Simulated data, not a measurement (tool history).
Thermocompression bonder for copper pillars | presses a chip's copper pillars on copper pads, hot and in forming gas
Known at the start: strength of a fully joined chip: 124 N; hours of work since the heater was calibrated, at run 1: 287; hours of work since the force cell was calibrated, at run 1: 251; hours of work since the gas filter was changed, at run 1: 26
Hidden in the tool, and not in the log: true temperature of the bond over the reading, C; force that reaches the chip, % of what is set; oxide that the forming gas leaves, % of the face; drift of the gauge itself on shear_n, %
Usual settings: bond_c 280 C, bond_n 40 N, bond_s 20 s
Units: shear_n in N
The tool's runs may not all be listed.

run,day,bond_c,bond_n,bond_s,hours of work since the heater was calibrated,hours of work since the force cell was calibrated,hours of work since the gas filter was changed,shear_n
1,0.000,280,40,20,287,251,26,72.6
2,0.242,280,40,20,291,255,30,72.5
3,0.604,280,40,20,297,261,36,72.7
4,0.854,280,40,20,301,265,40,72.7
5,1.250,280,40,20,307,271,46,72.8
# day 1.358: heater calibrated with a thermocouple chip
6,1.512,280,40,44,2,274,49,92.9
7,1.925,280,40,44,9,281,56,92.6
8,2.262,280,40,20,14,286,61,75.4
# day 2.367: heater calibrated with a thermocouple chip, once more
9,2.700,280,40,20,5,292,67,68.6
10,3.017,276,40,20,10,297,72,66.3
11,3.417,253,29,10,17,303,78,27.5
12,3.696,296,29,10,21,308,83,46.9
13,3.983,296,29,10,26,312,87,46.9
14,4.329,296,35,48,31,318,93,90.5
15,4.575,276,29,25,35,322,97,53.7
16,4.808,280,31,41,39,325,101,70.4
17,5.167,280,31,41,45,331,106,70.6
18,5.542,278,28,29,51,337,112,56.4

Forecast each of these 4 alternatives for the next run:
A,5.712,294,27,15,54,340,115,?
B,5.712,274,28,29,54,340,115,?
C,5.712,258,36,51,54,340,115,?
D,5.712,277,28,29,54,340,115,?

run,shear_n
A,50.1
B,53.7
C,69.0
D,55.6
Without the tool's hidden state the same runs would have given:
run,shear_n
A,51.6
B,55.2
C,70.8
D,57.1
